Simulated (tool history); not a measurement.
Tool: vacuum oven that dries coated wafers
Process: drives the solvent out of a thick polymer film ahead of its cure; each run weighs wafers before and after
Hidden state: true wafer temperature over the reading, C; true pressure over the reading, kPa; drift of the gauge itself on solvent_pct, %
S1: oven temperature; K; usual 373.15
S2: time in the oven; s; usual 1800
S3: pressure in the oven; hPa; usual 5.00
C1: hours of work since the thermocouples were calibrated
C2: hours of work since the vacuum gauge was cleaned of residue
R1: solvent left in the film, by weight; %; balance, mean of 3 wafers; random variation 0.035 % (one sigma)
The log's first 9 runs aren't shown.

| run | hour | S1 | S2 | S3 | C1 | C2 | R1 |
|---|---|---|---|---|---|---|---|
| 10 | 137.4 | 366.15 | 2340 | 9.99 | 1539 | 288 | 2.11 |
| 11 | 149.4 | 366.15 | 2340 | 9.99 | 1544 | 294 | 2.11 |
| 12 | 167.1 | 366.15 | 2340 | 9.99 | 1553 | 302 | 2.09 |
| 13 | 184.4 | 366.15 | 2340 | 9.99 | 1562 | 311 | 2.12 |
| 14 | 195.9 | 379.15 | 1800 | 5.00 | 1567 | 316 | 0.42 |
| 15 | 210.6 | 373.15 | 1800 | 5.00 | 1574 | 323 | 1.07 |
| 16 | 225.0 | 373.15 | 1800 | 5.00 | 1582 | 331 | 0.99 |
| 17 | 236.9 | 373.15 | 1800 | 5.00 | 1587 | 336 | 0.97 |
| 18 | 246.3 | 373.15 | 3180 | 5.00 | 1592 | 341 | 0.46 |
|  | 260.9 | oven's thermocouples calibrated |
| 19 | 260.9 | 373.15 | 3180 | 5.00 | 0 | 347 | 0.39 |
| 20 | 270.9 | 359.15 | 1800 | 5.00 | 5 | 352 | 5.44 |
| 21 | 286.5 | 384.15 | 1140 | 5.00 | 13 | 360 | 0.53 |
| 22 | 299.3 | 365.15 | 960 | 2.64 | 19 | 366 | 6.80 |
| 23 | 310.5 | 378.15 | 960 | 2.64 | 24 | 371 | 1.80 |
| 24 | 324.2 | 373.15 | 1800 | 3.62 | 31 | 378 | 0.89 |
| 25 | 332.1 | 358.15 | 2880 | 3.62 | 35 | 382 | 3.06 |
| 26 | 346.9 | 373.15 | 1260 | 5.00 | 42 | 389 | 2.13 |
| 27 | 358.5 | 373.15 | 1260 | 5.00 | 48 | 395 | 2.18 |

Run 28 comes next. What will it give?
| 28 | 367.7 | 373.15 | 1260 | 5.00 | 52 | 399 | ? |

R1: 2.17 %
Without the tool's hidden state the same run would have given R1 2.17 %.
